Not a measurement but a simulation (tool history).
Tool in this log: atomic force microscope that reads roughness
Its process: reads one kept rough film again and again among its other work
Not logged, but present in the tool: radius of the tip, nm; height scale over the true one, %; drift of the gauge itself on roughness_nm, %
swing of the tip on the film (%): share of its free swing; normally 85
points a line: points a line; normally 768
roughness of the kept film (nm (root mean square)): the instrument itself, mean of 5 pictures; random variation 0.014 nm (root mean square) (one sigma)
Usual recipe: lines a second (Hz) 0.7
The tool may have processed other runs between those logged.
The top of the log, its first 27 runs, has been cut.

run,hour,lines a second (Hz),swing of the tip on the film (%),points a line,pictures with this tip,hours of work since the height scale was calibrated,roughness of the kept film (nm (root mean square))
28,405,1.878,89,261,77,338,2.364
29,414.6,1.878,73,498,86,342,2.434
30,431.6,2.064,84,768,101,349,2.269
# hour 434.6: new tip fitted
31,444.7,2.905,58,269,9,354,3.211
32,461.9,0.994,65,561,25,361,3.096
33,477.3,0.7,87,337,39,368,2.857
34,496.5,0.7,87,612,56,375,2.695
35,516.7,0.7,87,612,75,384,2.548
36,526.5,0.7,87,612,84,388,2.454
37,538.8,2.025,69,674,95,393,2.383
38,547.5,2.025,69,674,103,396,2.315
# hour 549.8: new tip fitted
39,556.6,2.025,79,674,6,400,3.195
40,566.4,2.025,62,581,15,404,3.166
41,578.7,2.025,85,354,26,409,2.876
42,588.8,0.536,85,688,35,413,2.946
43,606.2,0.536,85,688,51,420,2.772
44,626.1,3.662,59,688,69,428,2.584
45,638.4,3.662,59,688,80,433,2.48
46,648.7,2.782,85,340,90,437,2.219

5 ways to go on from here, each from the tool as it stands after run 46. What would each give?
A,658.9,2.782,84,340,99,441,?
B,658.9,0.852,85,749,99,441,?
C,658.9,3.835,85,391,99,441,?
D,658.9,0.532,85,768,99,441,?
E,658.9,0.893,85,347,99,441,?

run,roughness of the kept film (nm (root mean square))
A,2.189
B,2.355
C,2.096
D,2.376
E,2.339
Without the tool's unlogged condition, the same runs would have read:
run,roughness of the kept film (nm (root mean square))
A,3.141
B,3.381
C,3.011
D,3.415
E,3.357
